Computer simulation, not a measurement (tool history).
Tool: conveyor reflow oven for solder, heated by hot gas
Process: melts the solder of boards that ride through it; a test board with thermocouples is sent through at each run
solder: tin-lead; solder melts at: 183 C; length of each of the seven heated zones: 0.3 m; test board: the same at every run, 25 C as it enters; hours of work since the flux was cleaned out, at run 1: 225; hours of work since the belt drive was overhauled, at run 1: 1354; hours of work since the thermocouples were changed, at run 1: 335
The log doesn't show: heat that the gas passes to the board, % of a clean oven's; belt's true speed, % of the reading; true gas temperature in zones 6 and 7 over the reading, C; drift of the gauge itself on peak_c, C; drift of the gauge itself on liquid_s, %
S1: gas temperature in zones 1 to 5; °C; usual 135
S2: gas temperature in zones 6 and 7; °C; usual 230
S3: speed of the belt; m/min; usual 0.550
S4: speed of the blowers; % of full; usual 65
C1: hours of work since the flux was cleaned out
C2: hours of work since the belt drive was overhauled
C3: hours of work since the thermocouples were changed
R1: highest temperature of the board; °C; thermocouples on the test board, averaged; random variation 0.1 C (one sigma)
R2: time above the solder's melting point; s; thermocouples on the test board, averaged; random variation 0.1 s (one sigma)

{"run": 1, "hour": 0.0, "S1": 135, "S2": 230, "S3": 0.55, "S4": 65, "C1": 225, "C2": 1354, "C3": 335, "R1": 211.9, "R2": 44.2}
{"run": 2, "hour": 48.6, "S1": 135, "S2": 230, "S3": 0.55, "S4": 65, "C1": 247, "C2": 1376, "C3": 357, "R1": 211.9, "R2": 44.0}
{"hour": 132.2, "done": "flux residue cleaned out of gas plates and filters"}
{"run": 3, "hour": 132.2, "S1": 139, "S2": 230, "S3": 0.55, "S4": 65, "C1": 0, "C2": 1412, "C3": 392, "R1": 214.4, "R2": 47.8}
{"run": 4, "hour": 184.0, "S1": 139, "S2": 230, "S3": 0.55, "S4": 65, "C1": 23, "C2": 1435, "C3": 416, "R1": 214.5, "R2": 47.8}
{"run": 5, "hour": 279.4, "S1": 139, "S2": 230, "S3": 0.55, "S4": 65, "C1": 66, "C2": 1478, "C3": 459, "R1": 214.5, "R2": 47.8}
{"run": 6, "hour": 361.6, "S1": 139, "S2": 230, "S3": 0.55, "S4": 65, "C1": 104, "C2": 1515, "C3": 496, "R1": 214.5, "R2": 47.6}
{"run": 7, "hour": 411.4, "S1": 135, "S2": 230, "S3": 0.55, "S4": 65, "C1": 126, "C2": 1538, "C3": 518, "R1": 213.5, "R2": 45.8}
{"hour": 494.0, "done": "belt drive overhauled, speed set with a stopwatch"}
{"run": 8, "hour": 503.3, "S1": 135, "S2": 230, "S3": 0.55, "S4": 65, "C1": 166, "C2": 4, "C3": 558, "R1": 213.6, "R2": 45.9}
{"run": 9, "hour": 562.6, "S1": 135, "S2": 230, "S3": 0.55, "S4": 65, "C1": 193, "C2": 31, "C3": 585, "R1": 213.4, "R2": 45.7}
{"run": 10, "hour": 612.4, "S1": 135, "S2": 230, "S3": 0.55, "S4": 65, "C1": 215, "C2": 53, "C3": 607, "R1": 213.4, "R2": 45.8}
{"run": 11, "hour": 666.7, "S1": 135, "S2": 230, "S3": 0.55, "S4": 65, "C1": 240, "C2": 78, "C3": 632, "R1": 213.3, "R2": 45.8}
{"run": 12, "hour": 751.0, "S1": 135, "S2": 230, "S3": 0.55, "S4": 65, "C1": 278, "C2": 116, "C3": 670, "R1": 213.1, "R2": 45.6}
{"hour": 770.0, "done": "flux residue cleaned out of gas plates and filters"}
{"hour": 819.4, "done": "belt drive overhauled, speed set with a stopwatch, once more"}
{"run": 13, "hour": 853.4, "S1": 135, "S2": 230, "S3": 0.55, "S4": 54, "C1": 36, "C2": 15, "C3": 712, "R1": 210.3, "R2": 41.9}
{"run": 14, "hour": 917.0, "S1": 135, "S2": 230, "S3": 0.643, "S4": 65, "C1": 65, "C2": 44, "C3": 741, "R1": 208.6, "R2": 34.0}
{"run": 15, "hour": 958.0, "S1": 134, "S2": 235, "S3": 0.513, "S4": 65, "C1": 83, "C2": 63, "C3": 759, "R1": 220.4, "R2": 53.6}
{"run": 16, "hour": 1023.5, "S1": 145, "S2": 242, "S3": 0.55, "S4": 53, "C1": 113, "C2": 92, "C3": 789, "R1": 221.7, "R2": 53.4}
{"run": 17, "hour": 1080.0, "S1": 145, "S2": 242, "S3": 0.55, "S4": 53, "C1": 138, "C2": 118, "C3": 814, "R1": 221.7, "R2": 53.7}
{"hour": 1145.0, "done": "thermocouples of zones 6 and 7 changed"}
{"run": 18, "hour": 1149.1, "S1": 135, "S2": 243, "S3": 0.55, "S4": 52, "C1": 168, "C2": 148, "C3": 2, "R1": 217.2, "R2": 46.8}
{"run": 19, "hour": 1235.3, "S1": 135, "S2": 243, "S3": 0.55, "S4": 52, "C1": 207, "C2": 187, "C3": 41, "R1": 216.9, "R2": 47.0}
{"run": 20, "hour": 1296.6, "S1": 135, "S2": 245, "S3": 0.502, "S4": 52, "C1": 235, "C2": 215, "C3": 68, "R1": 222.5, "R2": 55.8}
{"run": 21, "hour": 1359.0, "S1": 149, "S2": 229, "S3": 0.55, "S4": 65, "C1": 263, "C2": 243, "C3": 97, "R1": 212.9, "R2": 49.4}
{"hour": 1405.3, "done": "flux residue cleaned out of gas plates and filters"}
{"run": 22, "hour": 1462.0, "S1": 150, "S2": 230, "S3": 0.55, "S4": 84, "C1": 26, "C2": 287, "C3": 141, "R1": 219.4, "R2": 55.1}
{"run": 23, "hour": 1554.0, "S1": 137, "S2": 237, "S3": 0.536, "S4": 54, "C1": 67, "C2": 329, "C3": 182, "R1": 216.0, "R2": 48.2}
{"run": 24, "hour": 1638.2, "S1": 137, "S2": 239, "S3": 0.536, "S4": 59, "C1": 105, "C2": 367, "C3": 220, "R1": 219.3, "R2": 50.8}
{"run": 25, "hour": 1723.0, "S1": 129, "S2": 230, "S3": 0.505, "S4": 67, "C1": 143, "C2": 405, "C3": 259, "R1": 214.6, "R2": 48.7}
{"run": 26, "hour": 1776.7, "S1": 128, "S2": 225, "S3": 0.55, "S4": 65, "C1": 168, "C2": 429, "C3": 283, "R1": 206.5, "R2": 37.4}
{"run": 27, "hour": 1843.5, "S1": 128, "S2": 225, "S3": 0.55, "S4": 69, "C1": 198, "C2": 459, "C3": 313, "R1": 207.4, "R2": 38.3}
{"run": 28, "hour": 1906.5, "S1": 135, "S2": 230, "S3": 0.445, "S4": 65, "C1": 226, "C2": 488, "C3": 342, "R1": 218.5, "R2": 61.5}

5 ways to go on from here, each from the tool as it stands after run 28. What would each give?
{"run": "A", "hour": 1994.7, "S1": 132, "S2": 223, "S3": 0.596, "S4": 65, "C1": 266, "C2": 528, "C3": 381, "R1": "?", "R2": "?"}
{"run": "B", "hour": 1994.7, "S1": 135, "S2": 220, "S3": 0.498, "S4": 55, "C1": 266, "C2": 528, "C3": 381, "R1": "?", "R2": "?"}
{"run": "C", "hour": 1994.7, "S1": 138, "S2": 230, "S3": 0.445, "S4": 65, "C1": 266, "C2": 528, "C3": 381, "R1": "?", "R2": "?"}
{"run": "D", "hour": 1994.7, "S1": 132, "S2": 230, "S3": 0.55, "S4": 65, "C1": 266, "C2": 528, "C3": 381, "R1": "?", "R2": "?"}
{"run": "E", "hour": 1994.7, "S1": 135, "S2": 227, "S3": 0.501, "S4": 60, "C1": 266, "C2": 528, "C3": 381, "R1": "?", "R2": "?"}

run=A R1=202.6 R2=30.9
run=B R1=203.5 R2=40.2
run=C R1=218.7 R2=62.8
run=D R1=211.1 R2=42.4
run=E R1=211.0 R2=47.7
Without the tool's hidden state the same runs would have given:
run=A R1=203.1 R2=31.7
run=B R1=203.5 R2=40.5
run=C R1=218.6 R2=62.9
run=D R1=211.5 R2=43.0
run=E R1=211.1 R2=48.0
